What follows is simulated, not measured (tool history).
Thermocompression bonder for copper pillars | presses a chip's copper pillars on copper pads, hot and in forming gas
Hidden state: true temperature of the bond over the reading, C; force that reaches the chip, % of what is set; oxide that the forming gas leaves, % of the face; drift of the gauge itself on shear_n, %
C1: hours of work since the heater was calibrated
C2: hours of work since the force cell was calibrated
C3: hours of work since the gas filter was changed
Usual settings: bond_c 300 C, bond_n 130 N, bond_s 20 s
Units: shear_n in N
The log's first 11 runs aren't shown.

{"run": 12, "hour": 96.7, "bond_c": 300, "bond_n": 130, "bond_s": 10, "C1": 564, "C2": 323, "C3": 182, "shear_n": 61.8}
{"run": 13, "hour": 104.9, "bond_c": 300, "bond_n": 130, "bond_s": 29, "C1": 570, "C2": 330, "C3": 188, "shear_n": 83.6}
{"run": 14, "hour": 118.1, "bond_c": 300, "bond_n": 130, "bond_s": 29, "C1": 580, "C2": 339, "C3": 198, "shear_n": 83.6}
{"run": 15, "hour": 128.2, "bond_c": 300, "bond_n": 130, "bond_s": 29, "C1": 587, "C2": 347, "C3": 205, "shear_n": 83.4}
{"hour": 135.4, "done": "forming gas filter changed"}
{"run": 16, "hour": 136.7, "bond_c": 280, "bond_n": 130, "bond_s": 20, "C1": 593, "C2": 353, "C3": 1, "shear_n": 64.3}
{"run": 17, "hour": 142.3, "bond_c": 300, "bond_n": 130, "bond_s": 20, "C1": 597, "C2": 357, "C3": 5, "shear_n": 81.9}
{"run": 18, "hour": 153.2, "bond_c": 326, "bond_n": 130, "bond_s": 20, "C1": 605, "C2": 365, "C3": 13, "shear_n": 101.6}
{"run": 19, "hour": 165.4, "bond_c": 326, "bond_n": 130, "bond_s": 20, "C1": 614, "C2": 374, "C3": 22, "shear_n": 101.9}
{"run": 20, "hour": 172.8, "bond_c": 300, "bond_n": 165, "bond_s": 20, "C1": 620, "C2": 379, "C3": 28, "shear_n": 95.9}
{"run": 21, "hour": 180.4, "bond_c": 302, "bond_n": 152, "bond_s": 20, "C1": 625, "C2": 385, "C3": 33, "shear_n": 92.4}
{"run": 22, "hour": 187.1, "bond_c": 302, "bond_n": 152, "bond_s": 20, "C1": 630, "C2": 390, "C3": 38, "shear_n": 92.3}
{"run": 23, "hour": 193.0, "bond_c": 282, "bond_n": 101, "bond_s": 29, "C1": 635, "C2": 394, "C3": 43, "shear_n": 58.3}
{"run": 24, "hour": 201.0, "bond_c": 282, "bond_n": 101, "bond_s": 29, "C1": 641, "C2": 400, "C3": 49, "shear_n": 58.2}
{"run": 25, "hour": 211.4, "bond_c": 300, "bond_n": 103, "bond_s": 26, "C1": 648, "C2": 408, "C3": 56, "shear_n": 72.8}
{"run": 26, "hour": 220.8, "bond_c": 300, "bond_n": 114, "bond_s": 26, "C1": 655, "C2": 415, "C3": 63, "shear_n": 78.5}
{"run": 27, "hour": 234.0, "bond_c": 300, "bond_n": 130, "bond_s": 25, "C1": 665, "C2": 425, "C3": 73, "shear_n": 85.0}
{"run": 28, "hour": 245.5, "bond_c": 300, "bond_n": 130, "bond_s": 25, "C1": 674, "C2": 433, "C3": 82, "shear_n": 85.1}
{"run": 29, "hour": 254.0, "bond_c": 275, "bond_n": 83, "bond_s": 25, "C1": 680, "C2": 440, "C3": 88, "shear_n": 39.9}
{"run": 30, "hour": 261.6, "bond_c": 272, "bond_n": 180, "bond_s": 20, "C1": 686, "C2": 445, "C3": 93, "shear_n": 75.3}
{"run": 31, "hour": 269.4, "bond_c": 272, "bond_n": 180, "bond_s": 20, "C1": 691, "C2": 451, "C3": 99, "shear_n": 75.6}
{"hour": 280.2, "done": "heater calibrated with a thermocouple chip"}
{"run": 32, "hour": 280.2, "bond_c": 300, "bond_n": 128, "bond_s": 30, "C1": 0, "C2": 457, "C3": 106, "shear_n": 81.1}
{"run": 33, "hour": 292.6, "bond_c": 300, "bond_n": 128, "bond_s": 30, "C1": 9, "C2": 467, "C3": 115, "shear_n": 81.3}
{"run": 34, "hour": 298.8, "bond_c": 314, "bond_n": 151, "bond_s": 15, "C1": 14, "C2": 471, "C3": 119, "shear_n": 87.4}
{"run": 35, "hour": 305.6, "bond_c": 314, "bond_n": 151, "bond_s": 15, "C1": 19, "C2": 476, "C3": 124, "shear_n": 87.7}
{"run": 36, "hour": 314.6, "bond_c": 294, "bond_n": 113, "bond_s": 11, "C1": 25, "C2": 483, "C3": 131, "shear_n": 48.4}

Forecast each of these 3 alternatives for the next run:
{"run": "A", "hour": 327.0, "bond_c": 321, "bond_n": 130, "bond_s": 21, "C1": 35, "C2": 492, "C3": 140, "shear_n": "?"}
{"run": "B", "hour": 327.0, "bond_c": 311, "bond_n": 160, "bond_s": 20, "C1": 35, "C2": 492, "C3": 140, "shear_n": "?"}
{"run": "C", "hour": 327.0, "bond_c": 274, "bond_n": 130, "bond_s": 20, "C1": 35, "C2": 492, "C3": 140, "shear_n": "?"}

run=A shear_n=90.5
run=B shear_n=93.6
run=C shear_n=51.2
Without the tool's hidden state the same runs would have given:
run=A shear_n=95.8
run=B shear_n=99.0
run=C shear_n=54.2
